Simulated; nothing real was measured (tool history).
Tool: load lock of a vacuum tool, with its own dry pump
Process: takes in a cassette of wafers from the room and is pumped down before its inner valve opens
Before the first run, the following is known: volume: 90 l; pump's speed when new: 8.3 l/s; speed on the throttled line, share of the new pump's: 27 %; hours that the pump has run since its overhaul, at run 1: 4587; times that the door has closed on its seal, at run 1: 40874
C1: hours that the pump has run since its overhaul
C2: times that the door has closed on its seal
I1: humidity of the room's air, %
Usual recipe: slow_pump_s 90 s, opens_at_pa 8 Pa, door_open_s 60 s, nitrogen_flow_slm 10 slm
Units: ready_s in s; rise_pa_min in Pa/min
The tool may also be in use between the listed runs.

{"run": 1, "hour": 0.0, "slow_pump_s": 90, "opens_at_pa": 8, "door_open_s": 60, "nitrogen_flow_slm": 10, "C1": 4587, "C2": 40874, "I1": 46.3, "ready_s": 169.2, "rise_pa_min": 0.029}
{"run": 2, "hour": 273.7, "slow_pump_s": 90, "opens_at_pa": 8, "door_open_s": 60, "nitrogen_flow_slm": 10, "C1": 4861, "C2": 41771, "I1": 43.1, "ready_s": 169.7, "rise_pa_min": 0.028}
{"run": 3, "hour": 671.8, "slow_pump_s": 60, "opens_at_pa": 8, "door_open_s": 60, "nitrogen_flow_slm": 10, "C1": 5259, "C2": 43076, "I1": 47.3, "ready_s": 148.4, "rise_pa_min": 0.03}
{"run": 4, "hour": 960.5, "slow_pump_s": 90, "opens_at_pa": 8, "door_open_s": 60, "nitrogen_flow_slm": 10, "C1": 5548, "C2": 44021, "I1": 47.5, "ready_s": 168.8, "rise_pa_min": 0.03}
{"run": 5, "hour": 1325.5, "slow_pump_s": 53, "opens_at_pa": 8, "door_open_s": 60, "nitrogen_flow_slm": 10, "C1": 5913, "C2": 45217, "I1": 43.6, "ready_s": 141.2, "rise_pa_min": 0.029}
{"hour": 1801.2, "done": "door's seal changed, seat wiped"}
{"run": 6, "hour": 1812.2, "slow_pump_s": 160, "opens_at_pa": 8, "door_open_s": 60, "nitrogen_flow_slm": 10, "C1": 6398, "C2": 36, "I1": 44.5, "ready_s": 219.7, "rise_pa_min": 0.031}
{"run": 7, "hour": 2074.2, "slow_pump_s": 90, "opens_at_pa": 14, "door_open_s": 60, "nitrogen_flow_slm": 10, "C1": 6660, "C2": 894, "I1": 46.2, "ready_s": 161.7, "rise_pa_min": 0.031}
{"run": 8, "hour": 2463.8, "slow_pump_s": 90, "opens_at_pa": 14, "door_open_s": 60, "nitrogen_flow_slm": 10, "C1": 7050, "C2": 2171, "I1": 46.4, "ready_s": 161.7, "rise_pa_min": 0.029}
{"run": 9, "hour": 2724.0, "slow_pump_s": 90, "opens_at_pa": 14, "door_open_s": 60, "nitrogen_flow_slm": 10, "C1": 7310, "C2": 3023, "I1": 43, "ready_s": 162.7, "rise_pa_min": 0.025}
{"run": 10, "hour": 3096.5, "slow_pump_s": 90, "opens_at_pa": 14, "door_open_s": 60, "nitrogen_flow_slm": 10, "C1": 7682, "C2": 4244, "I1": 43.4, "ready_s": 162.2, "rise_pa_min": 0.028}
{"run": 11, "hour": 3498.6, "slow_pump_s": 90, "opens_at_pa": 14, "door_open_s": 60, "nitrogen_flow_slm": 10, "C1": 8084, "C2": 5561, "I1": 46.3, "ready_s": 161.7, "rise_pa_min": 0.026}
{"run": 12, "hour": 3861.1, "slow_pump_s": 90, "opens_at_pa": 14, "door_open_s": 60, "nitrogen_flow_slm": 10, "C1": 8447, "C2": 6749, "I1": 43.8, "ready_s": 161.6, "rise_pa_min": 0.027}
{"run": 13, "hour": 4084.1, "slow_pump_s": 90, "opens_at_pa": 14, "door_open_s": 60, "nitrogen_flow_slm": 10, "C1": 8670, "C2": 7479, "I1": 44.1, "ready_s": 162, "rise_pa_min": 0.031}
{"run": 14, "hour": 4608.6, "slow_pump_s": 90, "opens_at_pa": 8, "door_open_s": 60, "nitrogen_flow_slm": 10, "C1": 9194, "C2": 9198, "I1": 47.6, "ready_s": 168.4, "rise_pa_min": 0.029}
{"run": 15, "hour": 5100.6, "slow_pump_s": 90, "opens_at_pa": 8, "door_open_s": 60, "nitrogen_flow_slm": 10, "C1": 9687, "C2": 10810, "I1": 44, "ready_s": 169.8, "rise_pa_min": 0.028}
{"run": 16, "hour": 5557.5, "slow_pump_s": 49, "opens_at_pa": 8, "door_open_s": 26, "nitrogen_flow_slm": 10, "C1": 10143, "C2": 12307, "I1": 45.1, "ready_s": 139.2, "rise_pa_min": 0.022}
{"run": 17, "hour": 5927.6, "slow_pump_s": 46, "opens_at_pa": 8, "door_open_s": 67, "nitrogen_flow_slm": 10, "C1": 10513, "C2": 13519, "I1": 48.1, "ready_s": 136, "rise_pa_min": 0.03}
{"run": 18, "hour": 6142.8, "slow_pump_s": 74, "opens_at_pa": 8, "door_open_s": 42, "nitrogen_flow_slm": 31, "C1": 10729, "C2": 14224, "I1": 48.5, "ready_s": 157.7, "rise_pa_min": 0.019}
{"run": 19, "hour": 6530.3, "slow_pump_s": 90, "opens_at_pa": 8, "door_open_s": 113, "nitrogen_flow_slm": 10, "C1": 11116, "C2": 15494, "I1": 47.7, "ready_s": 169.4, "rise_pa_min": 0.042}
{"run": 20, "hour": 6955.1, "slow_pump_s": 90, "opens_at_pa": 8, "door_open_s": 28, "nitrogen_flow_slm": 10, "C1": 11541, "C2": 16886, "I1": 45.9, "ready_s": 167.3, "rise_pa_min": 0.018}
{"run": 21, "hour": 7396.5, "slow_pump_s": 79, "opens_at_pa": 8, "door_open_s": 102, "nitrogen_flow_slm": 10, "C1": 11982, "C2": 18332, "I1": 43.7, "ready_s": 161.9, "rise_pa_min": 0.039}
{"run": 22, "hour": 7788.0, "slow_pump_s": 79, "opens_at_pa": 8, "door_open_s": 102, "nitrogen_flow_slm": 14, "C1": 12374, "C2": 19615, "I1": 46.4, "ready_s": 160.5, "rise_pa_min": 0.037}
{"run": 23, "hour": 8069.1, "slow_pump_s": 79, "opens_at_pa": 8, "door_open_s": 102, "nitrogen_flow_slm": 14, "C1": 12655, "C2": 20535, "I1": 47.4, "ready_s": 161.2, "rise_pa_min": 0.04}
{"run": 24, "hour": 8603.2, "slow_pump_s": 90, "opens_at_pa": 8, "door_open_s": 60, "nitrogen_flow_slm": 8, "C1": 13189, "C2": 22285, "I1": 49.5, "ready_s": 169.2, "rise_pa_min": 0.033}
{"run": 25, "hour": 8859.9, "slow_pump_s": 109, "opens_at_pa": 7, "door_open_s": 38, "nitrogen_flow_slm": 7, "C1": 13446, "C2": 23126, "I1": 45.1, "ready_s": 184, "rise_pa_min": 0.019}
{"run": 26, "hour": 9208.1, "slow_pump_s": 133, "opens_at_pa": 8, "door_open_s": 60, "nitrogen_flow_slm": 5, "C1": 13794, "C2": 24267, "I1": 46.6, "ready_s": 199.4, "rise_pa_min": 0.028}
{"run": 27, "hour": 9585.2, "slow_pump_s": 133, "opens_at_pa": 9, "door_open_s": 87, "nitrogen_flow_slm": 5, "C1": 14171, "C2": 25503, "I1": 42.8, "ready_s": 200.6, "rise_pa_min": 0.038}
{"run": 28, "hour": 9981.9, "slow_pump_s": 133, "opens_at_pa": 9, "door_open_s": 87, "nitrogen_flow_slm": 5, "C1": 14568, "C2": 26803, "I1": 43.9, "ready_s": 197.6, "rise_pa_min": 0.039}

Consider 5 possible next runs. They are alternatives, not a sequence: every one starts from the tool as it was left by run 28. What does each give?
{"run": "A", "hour": 10267.3, "slow_pump_s": 90, "opens_at_pa": 11, "door_open_s": 235, "nitrogen_flow_slm": 10, "C1": 14853, "C2": 27738, "I1": 44.4, "ready_s": "?", "rise_pa_min": "?"}
{"run": "B", "hour": 10267.3, "slow_pump_s": 133, "opens_at_pa": 10, "door_open_s": 87, "nitrogen_flow_slm": 5, "C1": 14853, "C2": 27738, "I1": 46.8, "ready_s": "?", "rise_pa_min": "?"}
{"run": "C", "hour": 10267.3, "slow_pump_s": 90, "opens_at_pa": 8, "door_open_s": 60, "nitrogen_flow_slm": 9, "C1": 14853, "C2": 27738, "I1": 48.8, "ready_s": "?", "rise_pa_min": "?"}
{"run": "D", "hour": 10267.3, "slow_pump_s": 90, "opens_at_pa": 11, "door_open_s": 28, "nitrogen_flow_slm": 24, "C1": 14853, "C2": 27738, "I1": 45.3, "ready_s": "?", "rise_pa_min": "?"}
{"run": "E", "hour": 10267.3, "slow_pump_s": 90, "opens_at_pa": 14, "door_open_s": 60, "nitrogen_flow_slm": 28, "C1": 14853, "C2": 27738, "I1": 43.8, "ready_s": "?", "rise_pa_min": "?"}

run=A ready_s=167.4 rise_pa_min=0.063
run=B ready_s=196.3 rise_pa_min=0.044
run=C ready_s=168.3 rise_pa_min=0.035
run=D ready_s=165.2 rise_pa_min=0.012
run=E ready_s=162.6 rise_pa_min=0.023
Without the tool's hidden state the same runs would have given:
run=A ready_s=167.4 rise_pa_min=0.063
run=B ready_s=196.3 rise_pa_min=0.044
run=C ready_s=168.3 rise_pa_min=0.035
run=D ready_s=165.2 rise_pa_min=0.012
run=E ready_s=162.6 rise_pa_min=0.022
